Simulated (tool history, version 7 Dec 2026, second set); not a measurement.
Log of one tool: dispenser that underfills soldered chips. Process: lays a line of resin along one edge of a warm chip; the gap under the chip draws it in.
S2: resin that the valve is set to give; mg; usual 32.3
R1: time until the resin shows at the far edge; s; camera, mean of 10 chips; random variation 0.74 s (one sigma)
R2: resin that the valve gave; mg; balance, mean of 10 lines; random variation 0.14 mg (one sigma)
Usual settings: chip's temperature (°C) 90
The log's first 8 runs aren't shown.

{"run": 9, "hour": 43.4, "chip's temperature (°C)": 86, "S2": 32.3, "R1": 98.4, "R2": 31.96}
{"run": 10, "hour": 48.0, "chip's temperature (°C)": 86, "S2": 32.3, "R1": 116.5, "R2": 32.07}
{"hour": 52.1, "done": "new syringe of resin"}
{"run": 11, "hour": 53.5, "chip's temperature (°C)": 90, "S2": 32.3, "R1": 70.4, "R2": 31.95}
{"run": 12, "hour": 60.0, "chip's temperature (°C)": 90, "S2": 32.3, "R1": 88.9, "R2": 31.79}
{"run": 13, "hour": 65.3, "chip's temperature (°C)": 90, "S2": 32.3, "R1": 107.8, "R2": 31.85}
{"hour": 68.8, "done": "new syringe of resin"}
{"run": 14, "hour": 68.9, "chip's temperature (°C)": 90, "S2": 32.3, "R1": 69.3, "R2": 31.68}
{"run": 15, "hour": 71.9, "chip's temperature (°C)": 90, "S2": 32.3, "R1": 75.2, "R2": 31.82}
{"run": 16, "hour": 75.6, "chip's temperature (°C)": 90, "S2": 32.3, "R1": 84.0, "R2": 31.83}
{"run": 17, "hour": 81.3, "chip's temperature (°C)": 90, "S2": 32.3, "R1": 103.3, "R2": 31.77}
{"hour": 85.1, "done": "new syringe of resin"}
{"run": 18, "hour": 87.3, "chip's temperature (°C)": 101, "S2": 30.5, "R1": 57.4, "R2": 29.68}
{"run": 19, "hour": 91.0, "chip's temperature (°C)": 101, "S2": 30.5, "R1": 64.2, "R2": 29.5}
{"run": 20, "hour": 95.7, "chip's temperature (°C)": 97, "S2": 36.2, "R1": 80.7, "R2": 35.07}
{"hour": 101.6, "done": "new syringe of resin"}
{"run": 21, "hour": 102.2, "chip's temperature (°C)": 99, "S2": 32.3, "R1": 54.8, "R2": 31.39}
{"run": 22, "hour": 105.4, "chip's temperature (°C)": 99, "S2": 32.3, "R1": 62.7, "R2": 31.18}
{"hour": 110.5, "done": "dispensing valve cleaned and set on the balance"}
{"run": 23, "hour": 111.0, "chip's temperature (°C)": 78, "S2": 28.2, "R1": 128.0, "R2": 28.07}
{"run": 24, "hour": 116.8, "chip's temperature (°C)": 102, "S2": 32.6, "R1": 79.9, "R2": 32.74}
{"hour": 119.0, "done": "new syringe of resin"}
{"run": 25, "hour": 120.0, "chip's temperature (°C)": 102, "S2": 39.7, "R1": 50.9, "R2": 39.41}
{"run": 26, "hour": 124.9, "chip's temperature (°C)": 102, "S2": 39.7, "R1": 58.8, "R2": 39.43}
{"run": 27, "hour": 130.8, "chip's temperature (°C)": 86, "S2": 30.9, "R1": 115.4, "R2": 30.55}
{"hour": 135.6, "done": "new syringe of resin"}
{"run": 28, "hour": 135.9, "chip's temperature (°C)": 95, "S2": 32.3, "R1": 61.7, "R2": 31.9}
{"run": 29, "hour": 139.1, "chip's temperature (°C)": 101, "S2": 28.6, "R1": 60.4, "R2": 28.23}
{"run": 30, "hour": 143.1, "chip's temperature (°C)": 77, "S2": 33.7, "R1": 125.2, "R2": 33.15}
{"run": 31, "hour": 149.6, "chip's temperature (°C)": 82, "S2": 37.1, "R1": 132.3, "R2": 36.67}
{"hour": 151.9, "done": "new syringe of resin"}
{"run": 32, "hour": 154.2, "chip's temperature (°C)": 92, "S2": 41.7, "R1": 69.2, "R2": 41.09}

3 ways to go on from here, each from the tool as it stands after run 32. What would each give?
{"run": "A", "hour": 158.3, "chip's temperature (°C)": 100, "S2": 41.7, "R1": "?", "R2": "?"}
{"run": "B", "hour": 158.3, "chip's temperature (°C)": 93, "S2": 29.3, "R1": "?", "R2": "?"}
{"run": "C", "hour": 158.3, "chip's temperature (°C)": 104, "S2": 41.7, "R1": "?", "R2": "?"}

run=A R1=65.3 R2=40.96
run=B R1=82.6 R2=28.88
run=C R1=58.7 R2=40.86
Without the tool's hidden state the same runs would have given:
run=A R1=51.4 R2=41.76
run=B R1=64.7 R2=29.45
run=C R1=46.3 R2=41.67
